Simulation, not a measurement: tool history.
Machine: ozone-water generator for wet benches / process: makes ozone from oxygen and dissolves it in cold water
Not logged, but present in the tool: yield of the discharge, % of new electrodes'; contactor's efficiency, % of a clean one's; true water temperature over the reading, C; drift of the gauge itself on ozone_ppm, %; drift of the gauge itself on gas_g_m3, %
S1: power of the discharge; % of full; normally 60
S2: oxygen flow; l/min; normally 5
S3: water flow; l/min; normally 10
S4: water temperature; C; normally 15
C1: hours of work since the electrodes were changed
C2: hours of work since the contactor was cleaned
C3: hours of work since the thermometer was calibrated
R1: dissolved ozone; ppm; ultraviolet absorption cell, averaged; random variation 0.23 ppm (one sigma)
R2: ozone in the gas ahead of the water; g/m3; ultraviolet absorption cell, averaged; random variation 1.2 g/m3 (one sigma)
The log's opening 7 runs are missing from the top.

run 8 day=11.042 | S1=60 S2=7.99 S3=10 S4=15 | C1=215 C2=4461 C3=81 | R1=29.8 R2=172.9
run 9 day=12.225 | S1=60 S2=7.99 S3=10 S4=15 | C1=233 C2=4479 C3=99 | R1=29.5 R2=173
-- day=12.454 water thermometer calibrated, once more
run 10 day=14.442 | S1=60 S2=7.99 S3=10 S4=15 | C1=266 C2=4512 C3=30 | R1=29.8 R2=170.3
run 11 day=16.712 | S1=60 S2=7.99 S3=10 S4=15 | C1=299 C2=4546 C3=63 | R1=30.1 R2=171.6
run 12 day=19.292 | S1=60 S2=7.99 S3=10 S4=9 | C1=338 C2=4584 C3=102 | R1=33.8 R2=171.5
run 13 day=21.583 | S1=60 S2=5 S3=10 S4=8 | C1=372 C2=4618 C3=136 | R1=37.8 R2=226.2
run 14 day=23.912 | S1=60 S2=5 S3=10 S4=8 | C1=407 C2=4653 C3=171 | R1=37.5 R2=224.5
run 15 day=25.6 | S1=60 S2=5 S3=10 S4=8 | C1=432 C2=4678 C3=196 | R1=38.3 R2=225.9
run 16 day=27.342 | S1=60 S2=5 S3=10 S4=8 | C1=458 C2=4704 C3=222 | R1=38.1 R2=225.7
run 17 day=29.783 | S1=60 S2=5 S3=10 S4=8 | C1=494 C2=4740 C3=258 | R1=37.5 R2=226.9
run 18 day=32.225 | S1=74 S2=6.27 S3=10 S4=9 | C1=531 C2=4777 C3=295 | R1=43.2 R2=237
run 19 day=34.454 | S1=60 S2=5.86 S3=10 S4=8 | C1=564 C2=4810 C3=328 | R1=36.8 R2=204.8
run 20 day=35.833 | S1=96 S2=8.83 S3=10 S4=8 | C1=584 C2=4831 C3=348 | R1=51.2 R2=242.3
run 21 day=37.904 | S1=60 S2=7.2 S3=6 S4=15 | C1=615 C2=4861 C3=379 | R1=38.6 R2=184.5
run 22 day=39.6 | S1=92 S2=4.81 S3=12 S4=12 | C1=640 C2=4887 C3=405 | R1=45.2 R2=339.9
run 23 day=40.979 | S1=92 S2=4.81 S3=12 S4=12 | C1=661 C2=4907 C3=425 | R1=45.5 R2=336.6
run 24 day=42.583 | S1=60 S2=2.99 S3=15 S4=12 | C1=685 C2=4931 C3=449 | R1=26.4 R2=305.6
run 25 day=43.708 | S1=60 S2=2.99 S3=15 S4=12 | C1=702 C2=4948 C3=466 | R1=26.3 R2=305.1
run 26 day=46.046 | S1=60 S2=2.99 S3=6 S4=12 | C1=737 C2=4983 C3=501 | R1=52.2 R2=304.1
run 27 day=48.429 | S1=60 S2=2.99 S3=6 S4=12 | C1=772 C2=5018 C3=536 | R1=51.4 R2=306.3
run 28 day=50.704 | S1=68 S2=6.03 S3=6 S4=10 | C1=806 C2=5052 C3=570 | R1=51.7 R2=225.5
run 29 day=52.179 | S1=43 S2=6.82 S3=7 S4=11 | C1=828 C2=5074 C3=592 | R1=30.1 R2=139.9
run 30 day=54.358 | S1=43 S2=6.82 S3=7 S4=11 | C1=860 C2=5107 C3=624 | R1=30.5 R2=140.8
run 31 day=55.675 | S1=72 S2=5 S3=15 S4=15 | C1=880 C2=5126 C3=644 | R1=29.4 R2=265.4
run 32 day=58.188 | S1=47 S2=3.09 S3=9 S4=13 | C1=918 C2=5164 C3=682 | R1=31.3 R2=242.8

What if the next run were any one of these 3? Each begins from the tool's condition after run 32:
run A day=59.475 | S1=44 S2=7.27 S3=10 S4=18 | C1=937 C2=5183 C3=701 | R1=? R2=?
run B day=59.475 | S1=82 S2=2.97 S3=9 S4=9 | C1=937 C2=5183 C3=701 | R1=? R2=?
run C day=59.475 | S1=47 S2=3.09 S3=15 S4=10 | C1=937 C2=5183 C3=701 | R1=? R2=?

run=A R1=21.5 R2=135.5
run=B R1=54.8 R2=404.8
run=C R1=21.7 R2=240.8
Take away the tool's hidden state, keep each run's random variation, and the runs would have read:
run=A R1=22.6 R2=136.5
run=B R1=57.9 R2=410.5
run=C R1=22.9 R2=242.7

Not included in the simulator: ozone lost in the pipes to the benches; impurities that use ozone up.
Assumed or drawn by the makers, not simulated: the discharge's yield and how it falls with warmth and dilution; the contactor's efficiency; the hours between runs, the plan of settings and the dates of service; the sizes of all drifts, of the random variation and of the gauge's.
